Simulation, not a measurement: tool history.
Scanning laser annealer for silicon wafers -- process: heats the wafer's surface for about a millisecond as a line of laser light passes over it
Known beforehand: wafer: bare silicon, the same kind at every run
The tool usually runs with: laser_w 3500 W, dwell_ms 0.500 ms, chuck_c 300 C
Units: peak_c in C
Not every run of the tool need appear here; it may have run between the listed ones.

run	hour	laser_w	dwell_ms	chuck_c	peak_c
1	0.0	3500	0.500	300	1062
2	14.7	3500	0.500	300	1059
3	33.1	3500	0.500	300	1057
4	45.1	3500	0.500	300	1056
5	60.9	3500	0.500	300	1054
# hour 75.1: window over the wafer cleaned
6	75.1	3569	0.500	300	1111
7	84.7	3569	0.500	300	1107
8	100.6	3661	0.500	300	1134
9	110.8	3500	0.500	273	1059
10	121.4	3500	0.500	312	1098
11	140.3	3500	0.500	312	1096
12	159.7	3500	0.500	312	1093
13	169.1	3500	0.500	312	1093
14	179.1	3500	0.500	274	1054
15	190.5	3500	0.500	300	1082
16	203.6	3500	0.500	300	1083
17	219.1	3500	0.500	277	1055
# hour 225.1: optics aligned, line set to its width
18	240.3	3500	0.500	277	1050
19	254.2	3328	0.553	328	1091
# hour 263.3: optics aligned, line set to its width, once more
20	270.3	3654	0.508	329	1177
21	280.9	3654	0.423	322	1089
22	300.6	2988	0.571	316	1005
23	319.4	3500	0.509	276	1067
24	338.6	3292	0.595	262	1061
25	350.2	3292	0.595	262	1059
26	365.2	3827	0.392	325	1101
27	379.7	3246	0.482	300	993
28	398.4	3722	0.541	291	1179
29	409.3	3395	0.473	324	1053
30	421.1	3395	0.562	324	1123
31	441.4	3529	0.500	279	1066
32	459.9	3388	0.392	297	948
33	472.2	3500	0.488	300	1065
34	485.6	3500	0.511	290	1074
35	506.4	3500	0.511	290	1078

Predict each of these 4 candidate next runs independently; none follows another, all start after run 35:
A	525.7	3500	0.590	300	?
B	525.7	3443	0.432	282	?
C	525.7	3394	0.394	298	?
D	525.7	3502	0.587	293	?

run	peak_c
A	1150
B	980
C	953
D	1138
Without the tool's hidden state the same runs would have given:
run	peak_c
A	1187
B	1011
C	981
D	1175
